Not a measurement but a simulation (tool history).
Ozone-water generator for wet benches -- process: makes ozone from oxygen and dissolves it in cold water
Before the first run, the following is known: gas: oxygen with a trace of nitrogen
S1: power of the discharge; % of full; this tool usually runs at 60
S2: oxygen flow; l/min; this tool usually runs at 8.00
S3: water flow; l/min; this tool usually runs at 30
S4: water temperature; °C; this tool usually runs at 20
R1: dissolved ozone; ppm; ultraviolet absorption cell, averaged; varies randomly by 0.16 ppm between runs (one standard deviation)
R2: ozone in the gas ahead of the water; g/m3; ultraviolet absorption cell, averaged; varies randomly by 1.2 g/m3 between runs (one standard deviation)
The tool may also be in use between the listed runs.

| run | day | S1 | S2 | S3 | S4 | R1 | R2 |
|---|---|---|---|---|---|---|---|
| 1 | 0.000 | 60 | 8.00 | 30 | 20 | 21.5 | 216.6 |
| 2 | 1.750 | 60 | 8.00 | 30 | 20 | 21.4 | 215.8 |
| 3 | 4.354 | 60 | 8.00 | 30 | 20 | 21.5 | 214.3 |
| 4 | 5.788 | 60 | 8.00 | 30 | 20 | 21.5 | 214.7 |
| 5 | 8.338 | 60 | 8.00 | 30 | 20 | 21.8 | 213.0 |
| 6 | 10.808 | 60 | 9.51 | 30 | 12 | 24.3 | 198.7 |
| 7 | 13.046 | 60 | 4.67 | 30 | 20 | 20.0 | 273.6 |
| 8 | 15.646 | 47 | 8.35 | 19 | 21 | 25.7 | 176.6 |
| 9 | 17.408 | 48 | 12.29 | 30 | 20 | 18.6 | 151.2 |
| 10 | 18.979 | 46 | 10.76 | 24 | 15 | 23.5 | 157.3 |

Measured result minus the same run's result without the hidden state. Both carry the same run-to-run variation, though not necessarily the same gauge scatter:
Unlogged tool condition in this case: yield of the discharge, % of new electrodes'; contactor's efficiency, % of a clean one's; true water temperature over the reading, C; drift of the gauge itself on ozone_ppm, %; drift of the gauge itself on gas_g_m3, %.
| run | R2 |
|---|---|
| 1 | -0.2 |
| 2 | -0.3 |
| 3 | -0.4 |
| 4 | -0.5 |
| 5 | -0.8 |
| 6 | -0.9 |
| 7 | -1.4 |
| 8 | -1.0 |
| 9 | -0.9 |
| 10 | -1.1 |
R1 without the hidden state stays within 0.1 ppm of what was measured, in all runs.

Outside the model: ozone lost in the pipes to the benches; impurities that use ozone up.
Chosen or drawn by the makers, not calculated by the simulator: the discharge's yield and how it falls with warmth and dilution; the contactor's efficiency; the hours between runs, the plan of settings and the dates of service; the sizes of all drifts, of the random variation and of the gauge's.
